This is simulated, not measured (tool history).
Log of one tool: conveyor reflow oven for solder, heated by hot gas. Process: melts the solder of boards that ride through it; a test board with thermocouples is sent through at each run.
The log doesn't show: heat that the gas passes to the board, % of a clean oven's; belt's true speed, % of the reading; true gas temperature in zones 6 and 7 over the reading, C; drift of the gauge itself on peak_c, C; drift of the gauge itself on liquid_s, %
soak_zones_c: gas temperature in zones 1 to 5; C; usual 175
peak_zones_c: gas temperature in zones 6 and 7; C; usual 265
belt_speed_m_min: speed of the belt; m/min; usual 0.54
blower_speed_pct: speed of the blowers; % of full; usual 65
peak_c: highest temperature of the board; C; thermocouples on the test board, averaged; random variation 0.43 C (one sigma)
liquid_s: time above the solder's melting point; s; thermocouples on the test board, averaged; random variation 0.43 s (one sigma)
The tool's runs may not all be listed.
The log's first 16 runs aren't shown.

run   hour  soak_zones_c  peak_zones_c  belt_speed_m_min  blower_speed_pct  hours of work since the flux was cleaned out  hours of work since the belt drive was overhauled  hours of work since the thermocouples were changed  peak_c  liquid_s
 17  213.3           175           269             0.554                61                                            63                                                 22                                                 836   251.4      55.3
 18    228           175           269             0.507                61                                            71                                                 30                                                 844   254.1      64.3
 19  239.2           180           265              0.54                65                                            77                                                 36                                                 851   250.6      59.2
 20    251           180           265              0.54                65                                            84                                                 43                                                 857   250.6        59
 21  263.9           175           265              0.54                81                                            91                                                 50                                                 864     252      59.2
 22  280.6           175           265              0.54                81                                           100                                                 59                                                 874   252.3        59
 23  290.5           175           265              0.54                81                                           106                                                 65                                                 879   252.9      59.1
 24  304.7           175           265             0.585                81                                           114                                                 73                                                 887   250.4      52.1
 25  317.4           175           265             0.508                81                                           121                                                 80                                                 894   254.4      64.1
 26  337.3           175           265             0.508                81                                           132                                                 91                                                 906   254.4      64.6
 27  352.1           175           265             0.634                70                                           141                                                 99                                                 914   244.6      43.2
 28  365.7           175           265             0.634                70                                           148                                                107                                                 921   245.4      42.9
 29    379           164           278             0.477                61                                           156                                                114                                                 929   262.8      69.5
 30    392           182           267              0.61                51                                           163                                                122                                                 936   246.2      45.9
 31  405.8           161           265              0.54                68                                           171                                                130                                                 944   247.3      49.4
 32  420.8           161           266              0.51                68                                           179                                                138                                                 952   250.4      55.4

3 ways to go on from here, each from the tool as it stands after run 32. What would each give?
  A  431.4           161           266              0.51                50                                           185                                                144                                                 958       ?         ?
  B  431.4           175           260             0.511                89                                           185                                                144                                                 958       ?         ?
  C  431.4           181           275              0.51                57                                           185                                                144                                                 958       ?         ?

run  peak_c  liquid_s
  A   246.1      50.1
  B   251.4      61.8
  C     259      68.9
Without the tool's hidden state the same runs would have given:
run  peak_c  liquid_s
  A   245.5      50.2
  B   250.6        62
  C   258.3      68.8
